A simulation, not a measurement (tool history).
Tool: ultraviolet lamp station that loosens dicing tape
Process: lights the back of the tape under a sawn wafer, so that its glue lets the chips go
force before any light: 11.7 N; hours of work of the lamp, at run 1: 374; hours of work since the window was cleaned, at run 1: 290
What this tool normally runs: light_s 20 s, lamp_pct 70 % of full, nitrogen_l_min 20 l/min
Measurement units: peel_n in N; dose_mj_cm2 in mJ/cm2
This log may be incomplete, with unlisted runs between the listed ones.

run,hour,light_s,lamp_pct,nitrogen_l_min,hours of work of the lamp,hours of work since the window was cleaned,peel_n,dose_mj_cm2
1,0.0,20,70,20,374,290,0.619,293
2,20.5,20,70,20,390,305,0.650,288
3,35.1,20,70,20,402,317,0.683,283
4,50.4,20,70,20,413,329,0.670,279
5,65.6,20,70,23,425,340,0.630,281
6,75.9,20,70,7,433,348,1.502,280
7,88.4,20,70,7,443,358,1.605,279
8,104.9,20,70,6,455,371,1.667,271
9,122.6,20,70,6,469,384,1.722,269
10,143.0,20,70,6,485,400,1.766,268
11,155.0,20,70,6,494,409,1.829,265
12,170.4,20,70,6,506,421,1.891,266
13,187.6,20,70,20,519,434,0.816,264
14,208.6,20,70,20,535,451,0.872,256
# hour 210.6: window cleaned of glue's vapour
15,226.4,20,70,20,549,12,0.975,240
16,241.3,20,70,20,560,24,0.981,236
17,257.7,14,69,14,573,36,2.513,161
18,269.2,10,93,21,582,45,2.239,156
# hour 277.0: window cleaned of glue's vapour, once more
19,286.4,34,62,10,595,7,0.444,433
20,302.4,30,71,20,607,20,0.284,435
21,317.2,19,90,19,618,31,0.444,349
22,332.0,15,70,28,630,42,1.036,210
23,346.8,15,70,28,641,54,1.087,210
24,355.4,31,70,39,648,60,0.228,434
25,373.7,23,99,8,662,75,0.469,452
26,391.9,23,99,8,676,89,0.514,443
27,402.1,11,88,20,684,96,1.639,186
28,414.6,37,78,39,694,106,0.208,551

Here are 4 independent what-if runs from the current tool condition. What would each one return?
A,435.0,20,93,20,709,122,?,?
B,435.0,37,78,7,709,122,?,?
C,435.0,14,80,36,709,122,?,?
D,435.0,37,78,31,709,122,?,?

run,peel_n,dose_mj_cm2
A,0.416,349
B,0.372,544
C,0.934,211
D,0.205,540
Take away the tool's hidden state, keep each run's random variation, and the runs would have read:
run,peel_n,dose_mj_cm2
A,0.235,494
B,0.229,769
C,0.432,300
D,0.195,765
